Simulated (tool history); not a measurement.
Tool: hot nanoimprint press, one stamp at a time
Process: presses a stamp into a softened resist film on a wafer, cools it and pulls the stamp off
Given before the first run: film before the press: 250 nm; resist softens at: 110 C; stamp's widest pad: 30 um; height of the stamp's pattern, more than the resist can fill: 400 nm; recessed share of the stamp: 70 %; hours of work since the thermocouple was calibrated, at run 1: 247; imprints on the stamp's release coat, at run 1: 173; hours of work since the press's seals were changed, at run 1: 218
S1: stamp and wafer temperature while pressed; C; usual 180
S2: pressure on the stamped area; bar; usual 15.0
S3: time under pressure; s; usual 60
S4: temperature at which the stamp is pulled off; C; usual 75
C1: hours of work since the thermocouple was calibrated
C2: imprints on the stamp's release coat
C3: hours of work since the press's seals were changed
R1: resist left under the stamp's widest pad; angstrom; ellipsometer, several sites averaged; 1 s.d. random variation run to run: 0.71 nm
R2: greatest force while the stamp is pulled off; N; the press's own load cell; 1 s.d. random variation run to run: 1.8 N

run,hour,S1,S2,S3,S4,C1,C2,C3,R1,R2
1,0.0,180,15.0,60,75,247,173,218,1391,191
2,12.4,180,15.0,60,75,253,194,224,1396,190
3,29.6,180,15.0,60,75,261,222,233,1402,192
4,43.3,180,15.0,60,61,268,245,240,1379,250
5,57.2,180,15.0,60,75,275,268,247,1391,193
6,72.3,180,15.0,60,75,283,293,254,1392,190
7,80.5,180,9.8,60,75,287,306,258,1636,194
8,92.7,180,15.0,60,75,293,327,265,1389,192
9,108.2,180,15.0,60,75,301,352,272,1373,193
10,120.9,180,15.0,60,75,307,373,279,1373,195
11,131.7,180,15.0,60,75,312,391,284,1386,189
12,141.9,180,15.0,60,75,317,408,289,1372,194
13,153.1,180,15.0,60,75,323,426,295,1378,194
14,170.9,180,15.0,30,75,332,456,304,1683,190
15,187.8,180,15.0,60,75,340,484,312,1371,193
16,204.7,185,14.5,70,65,349,512,321,1042,237
17,221.4,185,14.5,70,65,357,539,329,1037,234
18,231.9,185,10.3,70,65,363,557,334,1215,233
19,241.8,185,10.3,70,77,367,573,339,1233,185
20,252.2,185,10.3,70,77,373,590,344,1212,186
21,267.7,185,10.3,70,77,380,616,352,1224,185
22,279.8,180,15.0,60,79,386,636,358,1362,175
23,295.8,174,15.0,60,63,395,663,366,1748,244
24,311.6,174,9.8,34,72,402,689,374,2122,206
25,325.8,174,9.8,34,72,410,712,381,2129,206
26,334.0,185,12.4,46,75,414,726,385,1282,188
27,347.2,180,11.8,79,82,420,747,392,1374,164
# hour 355.0: gauge calibrated
28,363.5,187,15.7,100,80,428,774,400,801,173
29,375.1,175,15.0,37,62,434,794,406,1921,248
30,390.4,176,15.0,119,75,442,819,413,1354,192

Branching from run 30: 4 alternative next runs. What would each branch give?
A,400.1,180,14.7,60,75,447,835,418,?,?
B,400.1,176,18.1,119,81,447,835,418,?,?
C,400.1,183,15.0,60,75,447,835,418,?,?
D,400.1,180,10.6,47,66,447,835,418,?,?

run,R1,R2
A,1394,191
B,1247,167
C,1202,191
D,1709,228
What these runs would have given with no unlogged condition in the tool:
run,R1,R2
A,1404,190
B,1256,167
C,1211,191
D,1720,227
